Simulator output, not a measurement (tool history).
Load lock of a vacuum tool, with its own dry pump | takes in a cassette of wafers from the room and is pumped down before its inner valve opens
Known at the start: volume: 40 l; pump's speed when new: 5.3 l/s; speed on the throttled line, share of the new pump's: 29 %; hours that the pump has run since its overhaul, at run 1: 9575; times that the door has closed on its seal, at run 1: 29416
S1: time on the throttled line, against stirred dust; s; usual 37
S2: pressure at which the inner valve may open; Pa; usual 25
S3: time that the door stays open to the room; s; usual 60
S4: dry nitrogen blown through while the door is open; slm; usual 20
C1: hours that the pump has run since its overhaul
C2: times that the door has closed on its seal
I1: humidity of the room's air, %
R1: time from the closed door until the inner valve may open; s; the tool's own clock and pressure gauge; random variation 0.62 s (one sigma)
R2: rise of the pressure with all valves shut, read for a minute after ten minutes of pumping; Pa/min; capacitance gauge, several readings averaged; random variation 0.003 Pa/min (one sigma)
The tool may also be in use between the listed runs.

Run 1, hour 0: usual settings; C1 9575; C2 29416; I1 43.2. Result: R1 99.6 s, R2 0.153 Pa/min.
Run 2, hour 272.8: usual settings but S1 30 s; C1 9847; C2 30300; I1 43.6. Result: R1 95.4 s, R2 0.157 Pa/min.
Run 3, hour 708.1: usual settings but S1 30 s; C1 10283; C2 31710; I1 47.4. Result: R1 96.3 s, R2 0.178 Pa/min.
Run 4, hour 1073.5: usual settings; C1 10648; C2 32894; I1 45.9. Result: R1 102.1 s, R2 0.174 Pa/min.
Run 5, hour 1258.9: usual settings; C1 10833; C2 33494; I1 47.2. Result: R1 101.9 s, R2 0.181 Pa/min.
Run 6, hour 1559.4: usual settings but S1 20 s; C1 11134; C2 34468; I1 43.3. Result: R1 91.7 s, R2 0.186 Pa/min.
Run 7, hour 1870.7: usual settings but S3 100 s; C1 11445; C2 35476; I1 45.5. Result: R1 102.2 s, R2 0.207 Pa/min.
Run 8, hour 2222.7: usual settings but S4 13 slm; C1 11797; C2 36616; I1 45. Result: R1 101.4 s, R2 0.198 Pa/min.
Run 9, hour 2466.5: usual settings but S3 146 s, S4 13 slm; C1 12041; C2 37406; I1 45.9. Result: R1 103 s, R2 0.242 Pa/min.
Run 10, hour 2793.8: usual settings but S3 146 s, S4 13 slm; C1 12368; C2 38467; I1 45.5. Result: R1 102.8 s, R2 0.252 Pa/min.
At hour 2862.4: dry pump taken out, an overhauled one fitted.
Run 11, hour 3087.6: usual settings but S2 23 Pa, S3 26 s; C1 225; C2 39399; I1 45. Result: R1 89.8 s, R2 0.206 Pa/min.
Run 12, hour 3473.8: usual settings but S2 23 Pa, S3 26 s; C1 611; C2 40650; I1 48.3. Result: R1 89.9 s, R2 0.217 Pa/min.
Run 13, hour 3835.9: usual settings but S1 19 s, S2 33 Pa; C1 974; C2 41823; I1 46.8. Result: R1 74.9 s, R2 0.236 Pa/min.
Run 14, hour 4061.8: usual settings but S1 32 s, S2 20 Pa, S3 189 s, S4 21 slm; C1 1199; C2 42555; I1 49.1. Result: R1 88.1 s, R2 0.292 Pa/min.
Run 15, hour 4298.7: usual settings but S1 32 s, S2 20 Pa, S3 189 s, S4 21 slm; C1 1436; C2 43322; I1 45.9. Result: R1 89.1 s, R2 0.298 Pa/min.
Run 16, hour 4661.3: usual settings but S1 42 s, S2 30 Pa, S3 189 s, S4 5 slm; C1 1799; C2 44497; I1 46.7. Result: R1 93.4 s, R2 0.331 Pa/min.
Run 17, hour 5072.9: usual settings but S1 62 s, S2 21 Pa, S3 30 s; C1 2211; C2 45830; I1 42.2. Result: R1 110.9 s, R2 0.263 Pa/min.
Run 18, hour 5269.7: usual settings but S1 21 s, S3 32 s; C1 2407; C2 46468; I1 44.3. Result: R1 80.2 s, R2 0.258 Pa/min.
Run 19, hour 5481.8: usual settings but S1 56 s, S2 50 Pa, S3 145 s, S4 4 slm; C1 2619; C2 47155; I1 46.1. Result: R1 100.6 s, R2 0.335 Pa/min.
Run 20, hour 5732.4: usual settings but S1 56 s, S2 50 Pa, S3 145 s, S4 4 slm; C1 2870; C2 47967; I1 45.1. Result: R1 100.7 s, R2 0.347 Pa/min.

The same runs without the tool's hidden state, with the same run-to-run variation:
The hidden state here: pump's speed, % of a new pump's; leak at the door's seal, Pa l/s; drift of the gauge itself on ready_s, %; drift of the gauge itself on rise_pa_min, %.
run     R1     R2
  1   89.4  0.031
  2   84.6  0.029
  3   84.7  0.042
  4   90.5  0.031
  5   90.1  0.033
  6   78.3  0.034
  7   89.6  0.045
  8   88.5  0.033
  9   89.6  0.072
 10     89  0.072
 11   90.3  0.017
 12     90  0.022
 13   74.7  0.028
 14   87.6  0.081
 15   88.5  0.079
 16   92.5  0.106
 17  109.5  0.023
 18   78.5  0.017
 19   99.2  0.087
 20     99  0.088
